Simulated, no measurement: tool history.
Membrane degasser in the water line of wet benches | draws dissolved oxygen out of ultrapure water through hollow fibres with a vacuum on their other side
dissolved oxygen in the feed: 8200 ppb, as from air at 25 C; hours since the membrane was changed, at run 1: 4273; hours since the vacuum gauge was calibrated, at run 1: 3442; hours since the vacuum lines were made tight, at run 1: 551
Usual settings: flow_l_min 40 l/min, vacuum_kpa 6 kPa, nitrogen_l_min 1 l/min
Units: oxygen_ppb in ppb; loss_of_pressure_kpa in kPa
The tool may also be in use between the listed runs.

run	hour	flow_l_min	vacuum_kpa	nitrogen_l_min	hours since the membrane was changed	hours since the vacuum gauge was calibrated	hours since the vacuum lines were made tight	oxygen_ppb	loss_of_pressure_kpa
1	0	40	6	1	4273	3442	551	437.1	51.33
2	41.6	38	6	1	4315	3484	593	418.2	48.84
3	102.1	38	6	1	4375	3544	653	414.7	48.93
4	151.5	38	6	1	4425	3593	703	407.6	49.24
5	194.8	40	6	2.68	4468	3637	746	300	51.77
6	275.6	40	6	2.68	4549	3718	827	303.2	51.61
7	327	40	6	1	4600	3769	878	446.1	51.61
8	408.9	40	6	1	4682	3851	960	440.8	52.1
9	454.5	40	4.84	1	4728	3896	1006	362.6	51.88
10	523.4	40	4.84	1	4796	3965	1075	355.8	51.87
11	612.1	40	6	1	4885	4054	1163	448.2	52.26
12	648.3	40	6	1	4921	4090	1200	456.4	52.02
13	686.9	40	6	0.49	4960	4129	1238	615.8	51.8
14	731.8	40	6	0.49	5005	4174	1283	612.5	52.5
15	780	40	6	0.49	5053	4222	1331	617.6	51.98
16	823.9	40	6	0.49	5097	4266	1375	623.3	52.12
17	902.5	63	9.8	1.97	5176	4344	1454	856.8	82.16
18	978.8	40	10.1	1	5252	4421	1530	734.9	52.01
19	1044.5	40	10.1	1	5318	4486	1596	753.2	52.62
20	1120.9	40	7.36	1	5394	4563	1672	557.6	51.94
21	1191.7	43	4.52	1.35	5465	4634	1743	355.9	56.56
22	1240.3	43	4.52	1.35	5513	4682	1792	352	56.29
23	1284.3	27	11.6	1.89	5557	4726	1836	369.9	35.47
24	1361.4	40	3.68	1.03	5634	4803	1913	284.8	52.64
25	1441.7	40	3.68	1.03	5715	4884	1993	292.5	52.18
26	1522.6	40	14.52	2.86	5796	4965	2074	570.6	52.44
27	1582	25	14.52	2.86	5855	5024	2133	318.2	33.12
28	1647.7	32	14.52	2.01	5921	5090	2199	538.7	42.3
29	1691.7	32	14.52	2.01	5965	5134	2243	546.2	41.9
30	1733.7	56	12.42	0.7	6007	5176	2285	1467	73.71
31	1821.4	24	12.42	0.62	6094	5263	2373	773.1	31.71
32	1862	60	6	1	6135	5304	2413	764.8	79.05

Forecast each of these 3 alternatives for the next run:
A	1919.2	25	5.01	1.1	6192	5361	2471	?	?
B	1919.2	40	6	0.49	6192	5361	2471	?	?
C	1919.2	60	6	2.61	6192	5361	2471	?	?

run	oxygen_ppb	loss_of_pressure_kpa
A	195	32.96
B	645.2	52.86
C	584.2	79.38
Without the tool's hidden state the same runs would have given:
run	oxygen_ppb	loss_of_pressure_kpa
A	141.4	30.63
B	523.5	49.12
C	472.1	73.77

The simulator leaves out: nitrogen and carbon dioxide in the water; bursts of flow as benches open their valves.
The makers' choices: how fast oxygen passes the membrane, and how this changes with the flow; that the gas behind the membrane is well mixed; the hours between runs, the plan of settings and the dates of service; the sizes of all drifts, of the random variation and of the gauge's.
